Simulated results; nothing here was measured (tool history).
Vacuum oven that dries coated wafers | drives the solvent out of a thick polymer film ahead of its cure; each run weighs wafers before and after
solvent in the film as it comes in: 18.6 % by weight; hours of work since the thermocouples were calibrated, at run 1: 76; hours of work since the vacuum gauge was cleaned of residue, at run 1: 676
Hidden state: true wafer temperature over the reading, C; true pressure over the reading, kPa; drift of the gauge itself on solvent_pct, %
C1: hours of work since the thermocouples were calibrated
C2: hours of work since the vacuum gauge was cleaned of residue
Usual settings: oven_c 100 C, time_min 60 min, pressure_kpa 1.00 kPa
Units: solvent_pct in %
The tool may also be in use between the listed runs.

run 1 hour=0.0 | oven_c=100 time_min=60 pressure_kpa=1.00 | C1=76 C2=676 | solvent_pct=1.88
run 2 hour=12.6 | oven_c=103 time_min=60 pressure_kpa=1.00 | C1=82 C2=682 | solvent_pct=1.47
run 3 hour=31.6 | oven_c=103 time_min=60 pressure_kpa=1.00 | C1=91 C2=691 | solvent_pct=1.49
run 4 hour=59.9 | oven_c=103 time_min=60 pressure_kpa=1.00 | C1=105 C2=705 | solvent_pct=1.47
run 5 hour=88.2 | oven_c=102 time_min=60 pressure_kpa=1.00 | C1=119 C2=719 | solvent_pct=1.54
-- hour=92.5 oven's thermocouples calibrated
run 6 hour=106.3 | oven_c=102 time_min=60 pressure_kpa=1.00 | C1=7 C2=726 | solvent_pct=1.58
run 7 hour=127.6 | oven_c=88 time_min=61 pressure_kpa=1.00 | C1=17 C2=737 | solvent_pct=4.25
-- hour=134.6 oven's thermocouples calibrated, once more
run 8 hour=143.6 | oven_c=107 time_min=57 pressure_kpa=1.30 | C1=4 C2=743 | solvent_pct=1.32
run 9 hour=163.5 | oven_c=107 time_min=57 pressure_kpa=1.30 | C1=14 C2=753 | solvent_pct=1.33
run 10 hour=190.3 | oven_c=90 time_min=80 pressure_kpa=1.14 | C1=27 C2=766 | solvent_pct=2.96

Forecast each of these 5 alternatives for the next run:
run A hour=217.2 | oven_c=111 time_min=80 pressure_kpa=0.68 | C1=40 C2=779 | solvent_pct=?
run B hour=217.2 | oven_c=107 time_min=80 pressure_kpa=1.14 | C1=40 C2=779 | solvent_pct=?
run C hour=217.2 | oven_c=114 time_min=44 pressure_kpa=1.14 | C1=40 C2=779 | solvent_pct=?
run D hour=217.2 | oven_c=114 time_min=68 pressure_kpa=2.33 | C1=40 C2=779 | solvent_pct=?
run E hour=217.2 | oven_c=107 time_min=70 pressure_kpa=1.35 | C1=40 C2=779 | solvent_pct=?

run=A solvent_pct=0.47
run=B solvent_pct=0.79
run=C solvent_pct=1.07
run=D solvent_pct=0.97
run=E solvent_pct=1.03
Without the tool's hidden state the same runs would have given:
run=A solvent_pct=0.33
run=B solvent_pct=0.61
run=C solvent_pct=0.91
run=D solvent_pct=0.83
run=E solvent_pct=0.85

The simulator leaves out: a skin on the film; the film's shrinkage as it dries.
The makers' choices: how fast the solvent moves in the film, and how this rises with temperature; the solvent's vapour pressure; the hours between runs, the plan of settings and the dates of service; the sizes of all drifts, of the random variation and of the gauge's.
